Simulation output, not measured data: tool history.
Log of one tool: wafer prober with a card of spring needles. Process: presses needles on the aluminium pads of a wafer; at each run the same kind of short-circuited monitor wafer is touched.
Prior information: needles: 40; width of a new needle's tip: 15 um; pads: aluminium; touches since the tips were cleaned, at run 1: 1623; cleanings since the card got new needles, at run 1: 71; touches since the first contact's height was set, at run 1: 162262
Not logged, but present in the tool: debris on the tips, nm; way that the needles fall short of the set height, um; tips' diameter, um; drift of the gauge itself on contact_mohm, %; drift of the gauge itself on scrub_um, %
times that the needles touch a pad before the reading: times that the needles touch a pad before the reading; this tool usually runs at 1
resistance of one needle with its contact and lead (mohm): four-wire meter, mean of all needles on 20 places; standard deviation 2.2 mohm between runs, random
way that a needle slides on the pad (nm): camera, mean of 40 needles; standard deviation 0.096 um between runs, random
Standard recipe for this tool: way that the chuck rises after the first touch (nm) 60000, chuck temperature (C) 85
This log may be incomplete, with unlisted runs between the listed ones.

| run | hour | way that the chuck rises after the first touch (nm) | chuck temperature (C) | times that the needles touch a pad before the reading | touches since the tips were cleaned | cleanings since the card got new needles | touches since the first contact's height was set | resistance of one needle with its contact and lead (mohm) | way that a needle slides on the pad (nm) |
|---|---|---|---|---|---|---|---|---|---|
| 1 | 0 | 60000 | 85 | 1 | 1623 | 71 | 162262 | 245 | 13610 |
|  | 6.8 | tips cleaned on abrasive film |
|  | 18.1 | tips cleaned on abrasive film |
|  | 29.2 | tips cleaned on abrasive film |
|  | 38.5 | tips cleaned on abrasive film |
| 2 | 43 | 60000 | 85 | 1 | 2105 | 75 | 182210 | 248 | 13640 |
|  | 49.7 | tips cleaned on abrasive film |
|  | 56.2 | height of the first contact set anew |
|  | 60.8 | tips cleaned on abrasive film |
|  | 72.4 | tips cleaned on abrasive film |
| 3 | 78.4 | 47000 | 85 | 1 | 2847 | 78 | 10344 | 253 | 10660 |
|  | 83.1 | tips cleaned on abrasive film |
|  | 94.3 | tips cleaned on abrasive film |
| 4 | 98 | 47000 | 85 | 1 | 1742 | 80 | 19411 | 249 | 10620 |
|  | 104.5 | tips cleaned on abrasive film |
|  | 115.9 | tips cleaned on abrasive film |
|  | 125.1 | tips cleaned on abrasive film |
|  | 136.4 | tips cleaned on abrasive film |
| 5 | 137 | 47000 | 85 | 1 | 283 | 84 | 37508 | 250 | 10660 |
|  | 146.2 | tips cleaned on abrasive film |
|  | 157.4 | tips cleaned on abrasive film |
| 6 | 159.4 | 47000 | 85 | 1 | 953 | 86 | 47951 | 248 | 10730 |
|  | 168.7 | tips cleaned on abrasive film |
|  | 180.1 | tips cleaned on abrasive film |
| 7 | 185.2 | 47000 | 85 | 1 | 2394 | 88 | 59916 | 250 | 10740 |
|  | 189.8 | tips cleaned on abrasive film |
|  | 199.1 | tips cleaned on abrasive film |
|  | 208.3 | tips cleaned on abrasive film |
|  | 218.8 | tips cleaned on abrasive film |
| 8 | 218.8 | 47000 | 85 | 1 | 0 | 92 | 75506 | 251 | 10730 |
|  | 230.2 | tips cleaned on abrasive film |
|  | 241.1 | tips cleaned on abrasive film |
| 9 | 244.7 | 47000 | 85 | 1 | 1693 | 94 | 87539 | 249 | 10790 |
|  | 251.6 | tips cleaned on abrasive film |
|  | 263.2 | tips cleaned on abrasive film |
|  | 274.1 | tips cleaned on abrasive film |
| 10 | 279.5 | 57000 | 85 | 1 | 2489 | 97 | 103691 | 251 | 13080 |
|  | 284.1 | tips cleaned on abrasive film |
|  | 295 | tips cleaned on abrasive film |
|  | 304.3 | tips cleaned on abrasive film |
|  | 315.5 | tips cleaned on abrasive film |
| 11 | 319.2 | 60000 | 97 | 1 | 1743 | 101 | 122158 | 251 | 13490 |
|  | 326.2 | tips cleaned on abrasive film |
|  | 335.4 | tips cleaned on abrasive film |
|  | 346.8 | tips cleaned on abrasive film |
| 12 | 355.8 | 60000 | 97 | 1 | 4236 | 104 | 139169 | 250 | 13780 |
|  | 358.2 | tips cleaned on abrasive film |
|  | 369.3 | tips cleaned on abrasive film |
|  | 378.6 | tips cleaned on abrasive film |
|  | 390.1 | tips cleaned on abrasive film |
| 13 | 391.3 | 44000 | 85 | 1 | 578 | 108 | 155621 | 253 | 10030 |
|  | 400.6 | tips cleaned on abrasive film |
|  | 409.8 | tips cleaned on abrasive film |
|  | 419.5 | tips cleaned on abrasive film |
| 14 | 419.5 | 44000 | 85 | 1 | 0 | 111 | 168677 | 251 | 10080 |
|  | 431 | tips cleaned on abrasive film |
|  | 442.5 | tips cleaned on abrasive film |
|  | 451.7 | tips cleaned on abrasive film |
|  | 461.2 | height of the first contact set anew |
|  | 462.2 | tips cleaned on abrasive film |
| 15 | 462.2 | 44000 | 32 | 1 | 0 | 115 | 432 | 238 | 9970 |
|  | 473.7 | tips cleaned on abrasive film |
|  | 482.9 | tips cleaned on abrasive film |
|  | 494 | tips cleaned on abrasive film |
| 16 | 494.8 | 44000 | 32 | 1 | 332 | 118 | 15558 | 239 | 10060 |
|  | 503.5 | tips cleaned on abrasive film |
|  | 512.7 | tips cleaned on abrasive film |
| 17 | 515.5 | 44000 | 61 | 1 | 1281 | 120 | 25176 | 248 | 10040 |
|  | 522.4 | tips cleaned on abrasive film |
|  | 533.6 | tips cleaned on abrasive film |
|  | 542.8 | tips cleaned on abrasive film |
| 18 | 550.2 | 60000 | 85 | 1 | 3477 | 123 | 41329 | 246 | 13680 |
|  | 552.3 | tips cleaned on abrasive film |
|  | 563.8 | tips cleaned on abrasive film |
| 19 | 571.2 | 60000 | 54 | 2 | 3464 | 125 | 51061 | 238 | 13450 |
|  | 573.6 | tips cleaned on abrasive film |
|  | 585 | tips cleaned on abrasive film |
|  | 594.2 | tips cleaned on abrasive film |
|  | 603.4 | tips cleaned on abrasive film |
|  | 614.6 | tips cleaned on abrasive film |
| 20 | 616.6 | 60000 | 54 | 1 | 922 | 130 | 72101 | 242 | 13700 |
|  | 625.5 | tips cleaned on abrasive film |
|  | 636.7 | tips cleaned on abrasive film |
| 21 | 639.5 | 46000 | 54 | 3 | 1344 | 132 | 82768 | 241 | 10480 |
|  | 646.5 | tips cleaned on abrasive film |
|  | 655.7 | tips cleaned on abrasive film |
|  | 667.2 | tips cleaned on abrasive film |
|  | 676.5 | tips cleaned on abrasive film |
| 22 | 684.9 | 60000 | 65 | 1 | 3979 | 136 | 103876 | 240 | 13750 |
|  | 687.2 | tips cleaned on abrasive film |
|  | 698.7 | tips cleaned on abrasive film |
|  | 707.9 | tips cleaned on abrasive film |
|  | 719.4 | tips cleaned on abrasive film |
| 23 | 722.6 | 60000 | 65 | 1 | 1474 | 140 | 121334 | 239 | 13720 |
|  | 729.5 | tips cleaned on abrasive film |
|  | 741 | tips cleaned on abrasive film |
|  | 752.3 | tips cleaned on abrasive film |
|  | 763.4 | tips cleaned on abrasive film |
| 24 | 767.6 | 72000 | 85 | 3 | 1959 | 144 | 142259 | 244 | 16340 |
|  | 774.6 | tips cleaned on abrasive film |
|  | 785.6 | tips cleaned on abrasive film |
|  | 796.7 | tips cleaned on abrasive film |
| 25 | 799 | 60000 | 34 | 3 | 1104 | 147 | 156839 | 235 | 13720 |
|  | 807.7 | tips cleaned on abrasive film |
|  | 819.2 | tips cleaned on abrasive film |
|  | 828.4 | tips cleaned on abrasive film |
| 26 | 833.5 | 60000 | 34 | 3 | 2381 | 150 | 172858 | 233 | 13660 |
|  | 838.2 | tips cleaned on abrasive film |
|  | 849.5 | tips cleaned on abrasive film |
|  | 858.8 | tips cleaned on abrasive film |
|  | 867.9 | height of the first contact set anew |
|  | 870 | tips cleaned on abrasive film |
| 27 | 873.6 | 60000 | 34 | 3 | 1702 | 154 | 2602 | 231 | 13670 |

Each row is a separate what-if for the run after 27, all from the same tool condition, not one after another. Results?
|  | 880.1 | tips cleaned on abrasive film |
|  | 889.4 | tips cleaned on abrasive film |
|  | 900.9 | tips cleaned on abrasive film |
| A | 905 | 63000 | 107 | 1 | 1923 | 157 | 17179 | ? | ? |
|  | 880.1 | tips cleaned on abrasive film |
|  | 889.4 | tips cleaned on abrasive film |
|  | 900.9 | tips cleaned on abrasive film |
| B | 905 | 78000 | 41 | 2 | 1923 | 157 | 17179 | ? | ? |
|  | 880.1 | tips cleaned on abrasive film |
|  | 889.4 | tips cleaned on abrasive film |
|  | 900.9 | tips cleaned on abrasive film |
| C | 905 | 45000 | 89 | 1 | 1923 | 157 | 17179 | ? | ? |

| run | resistance of one needle with its contact and lead (mohm) | way that a needle slides on the pad (nm) |
|---|---|---|
| A | 252 | 14400 |
| B | 232 | 17650 |
| C | 253 | 10130 |
Take away the tool's hidden state, keep each run's random variation, and the runs would have read:
| run | resistance of one needle with its contact and lead (mohm) | way that a needle slides on the pad (nm) |
|---|---|---|
| A | 252 | 14400 |
| B | 232 | 17650 |
| C | 253 | 10130 |

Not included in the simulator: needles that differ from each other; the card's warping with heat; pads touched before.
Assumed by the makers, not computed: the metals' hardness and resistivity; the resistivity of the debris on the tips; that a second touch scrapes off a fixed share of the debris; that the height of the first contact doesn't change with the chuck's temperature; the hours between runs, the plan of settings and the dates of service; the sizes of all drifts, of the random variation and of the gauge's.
